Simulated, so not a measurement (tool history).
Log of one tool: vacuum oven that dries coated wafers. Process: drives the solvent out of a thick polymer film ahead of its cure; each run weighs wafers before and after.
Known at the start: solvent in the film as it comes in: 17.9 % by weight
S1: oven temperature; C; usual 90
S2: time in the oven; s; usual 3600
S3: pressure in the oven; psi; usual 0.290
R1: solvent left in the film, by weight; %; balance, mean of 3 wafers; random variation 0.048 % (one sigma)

Run 1, hour 0.0: usual settings. Result: R1 1.93 %.
Run 2, hour 40.4: usual settings but S3 0.632 psi. Result: R1 2.96 %.
Run 3, hour 102.4: usual settings but S3 0.632 psi. Result: R1 2.90 %.
Run 4, hour 138.2: usual settings but S3 0.632 psi. Result: R1 2.92 %.
Run 5, hour 198.3: usual settings but S3 0.876 psi. Result: R1 3.72 %.
Run 6, hour 259.2: usual settings but S1 84 C, S3 0.876 psi. Result: R1 5.30 %.
Run 7, hour 329.8: usual settings. Result: R1 1.95 %.
Run 8, hour 365.0: usual settings but S1 98 C. Result: R1 1.12 %.
Run 9, hour 439.6: usual settings but S1 98 C. Result: R1 1.06 %.
Run 10, hour 502.3: usual settings but S1 87 C. Result: R1 2.59 %.
Run 11, hour 542.1: usual settings but S1 87 C. Result: R1 2.75 %.
Run 12, hour 599.7: usual settings but S1 87 C. Result: R1 2.44 %.
Run 13, hour 650.4: usual settings but S1 87 C. Result: R1 2.53 %.
Run 14, hour 727.7: usual settings. Result: R1 2.04 %.
At hour 748.2: oven's thermocouples calibrated.
Run 15, hour 800.3: usual settings but S3 0.656 psi. Result: R1 2.71 %.
Run 16, hour 834.3: usual settings but S3 0.158 psi. Result: R1 1.36 %.
Run 17, hour 897.7: usual settings but S3 0.220 psi. Result: R1 1.52 %.
Run 18, hour 957.4: usual settings but S3 0.220 psi. Result: R1 1.62 %.
Run 19, hour 994.1: usual settings but S3 0.220 psi. Result: R1 1.50 %.
Run 20, hour 1046.1: usual settings but S3 0.323 psi. Result: R1 1.83 %.
Run 21, hour 1092.9: usual settings but S1 101 C, S2 6060 s, S3 0.271 psi. Result: R1 0.73 %.
Run 22, hour 1159.6: usual settings but S1 101 C, S2 6060 s, S3 0.271 psi. Result: R1 0.63 %.
Run 23, hour 1235.4: usual settings but S1 81 C, S2 6060 s, S3 0.519 psi. Result: R1 3.05 %.
Run 24, hour 1276.9: usual settings but S1 81 C, S2 6060 s, S3 0.519 psi. Result: R1 3.04 %.
Run 25, hour 1333.1: usual settings but S1 79 C, S2 2640 s, S3 1.111 psi. Result: R1 8.22 %.
Run 26, hour 1388.8: usual settings but S1 79 C, S2 2640 s, S3 1.111 psi. Result: R1 8.32 %.
Run 27, hour 1428.8: usual settings but S1 91 C, S2 2640 s, S3 0.274 psi. Result: R1 2.40 %.
Run 28, hour 1488.7: usual settings but S1 104 C, S2 2820 s, S3 0.725 psi. Result: R1 1.63 %.
Run 29, hour 1561.7: usual settings but S1 104 C, S2 2820 s, S3 0.725 psi. Result: R1 1.60 %.

4 ways to go on from here, each from the tool as it stands after run 29. What would each give?
Run A, hour 1609.3: usual settings but S1 104 C, S2 2820 s, S3 0.537 psi. Result: R1 ?.
Run B, hour 1609.3: usual settings but S1 91 C, S2 2640 s, S3 0.725 psi. Result: R1 ?.
Run C, hour 1609.3: usual settings but S1 99 C. Result: R1 ?.
Run D, hour 1609.3: usual settings but S1 93 C, S2 5880 s, S3 0.963 psi. Result: R1 ?.

run    R1
  A  1.25
  B  3.76
  C  1.06
  D  3.01
Without the tool's hidden state the same runs would have given:
run    R1
  A  1.03
  B  3.34
  C  0.82
  D  2.67

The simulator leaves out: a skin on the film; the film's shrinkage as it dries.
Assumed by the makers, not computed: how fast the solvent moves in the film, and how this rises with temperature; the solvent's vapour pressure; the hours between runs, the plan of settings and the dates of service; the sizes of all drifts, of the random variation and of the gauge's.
